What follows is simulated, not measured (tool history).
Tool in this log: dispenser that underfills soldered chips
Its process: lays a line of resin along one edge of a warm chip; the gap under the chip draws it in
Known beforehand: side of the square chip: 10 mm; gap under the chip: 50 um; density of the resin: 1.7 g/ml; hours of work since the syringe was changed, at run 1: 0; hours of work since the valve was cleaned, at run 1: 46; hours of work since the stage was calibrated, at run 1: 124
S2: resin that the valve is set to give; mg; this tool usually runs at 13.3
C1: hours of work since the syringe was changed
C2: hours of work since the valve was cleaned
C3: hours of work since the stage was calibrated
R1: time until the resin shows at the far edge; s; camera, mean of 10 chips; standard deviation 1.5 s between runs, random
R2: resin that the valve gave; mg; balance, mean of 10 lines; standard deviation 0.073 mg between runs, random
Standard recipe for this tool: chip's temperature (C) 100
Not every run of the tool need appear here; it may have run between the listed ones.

run 1 hour=0.0 | chip's_temperature_(C)=100 S2=13.3 | C1=0 C2=46 C3=124 | R1=148.7 R2=12.84
run 2 hour=5.2 | chip's_temperature_(C)=100 S2=13.3 | C1=3 C2=49 C3=127 | R1=174.2 R2=12.65
run 3 hour=10.9 | chip's_temperature_(C)=100 S2=13.3 | C1=7 C2=53 C3=131 | R1=209.4 R2=12.75
-- hour=13.8 dispensing valve cleaned and set on the balance
run 4 hour=17.7 | chip's_temperature_(C)=100 S2=13.3 | C1=11 C2=2 C3=135 | R1=243.3 R2=13.33
-- hour=19.8 new syringe of resin
run 5 hour=23.2 | chip's_temperature_(C)=100 S2=13.3 | C1=2 C2=6 C3=138 | R1=168.0 R2=13.21
run 6 hour=26.6 | chip's_temperature_(C)=113 S2=13.3 | C1=4 C2=8 C3=140 | R1=132.9 R2=13.26
run 7 hour=31.4 | chip's_temperature_(C)=113 S2=13.3 | C1=7 C2=11 C3=143 | R1=154.2 R2=13.09
run 8 hour=34.9 | chip's_temperature_(C)=113 S2=13.3 | C1=10 C2=13 C3=146 | R1=171.1 R2=13.19
-- hour=38.3 new syringe of resin
run 9 hour=39.8 | chip's_temperature_(C)=113 S2=13.3 | C1=1 C2=16 C3=149 | R1=109.3 R2=13.01
run 10 hour=44.9 | chip's_temperature_(C)=113 S2=13.3 | C1=4 C2=20 C3=152 | R1=131.4 R2=13.11
run 11 hour=47.5 | chip's_temperature_(C)=113 S2=14.3 | C1=6 C2=21 C3=154 | R1=136.5 R2=14.07
run 12 hour=52.4 | chip's_temperature_(C)=113 S2=14.3 | C1=9 C2=24 C3=157 | R1=162.4 R2=13.99
run 13 hour=55.3 | chip's_temperature_(C)=105 S2=14.7 | C1=11 C2=26 C3=159 | R1=216.8 R2=14.40
-- hour=57.3 new syringe of resin
run 14 hour=60.8 | chip's_temperature_(C)=105 S2=14.7 | C1=2 C2=30 C3=162 | R1=145.7 R2=14.21
run 15 hour=66.0 | chip's_temperature_(C)=97 S2=16.0 | C1=6 C2=33 C3=165 | R1=210.4 R2=15.51

Each row is a separate what-if for the run after 15, all from the same tool condition, not one after another. Results?
run A hour=71.6 | chip's_temperature_(C)=102 S2=16.8 | C1=9 C2=37 C3=169 | R1=? R2=?
run B hour=71.6 | chip's_temperature_(C)=114 S2=14.9 | C1=9 C2=37 C3=169 | R1=? R2=?
run C hour=71.6 | chip's_temperature_(C)=97 S2=13.3 | C1=9 C2=37 C3=169 | R1=? R2=?
run D hour=71.6 | chip's_temperature_(C)=103 S2=13.3 | C1=9 C2=37 C3=169 | R1=? R2=?
run E hour=71.6 | chip's_temperature_(C)=97 S2=15.0 | C1=9 C2=37 C3=169 | R1=? R2=?

run=A R1=214.2 R2=16.43
run=B R1=157.7 R2=14.44
run=C R1=253.0 R2=12.94
run=D R1=215.9 R2=13.01
run=E R1=249.6 R2=14.38
What these runs would have given with no unlogged condition in the tool:
run=A R1=135.5 R2=16.96
run=B R1=100.1 R2=14.90
run=C R1=159.6 R2=13.36
run=D R1=136.4 R2=13.43
run=E R1=157.9 R2=14.85
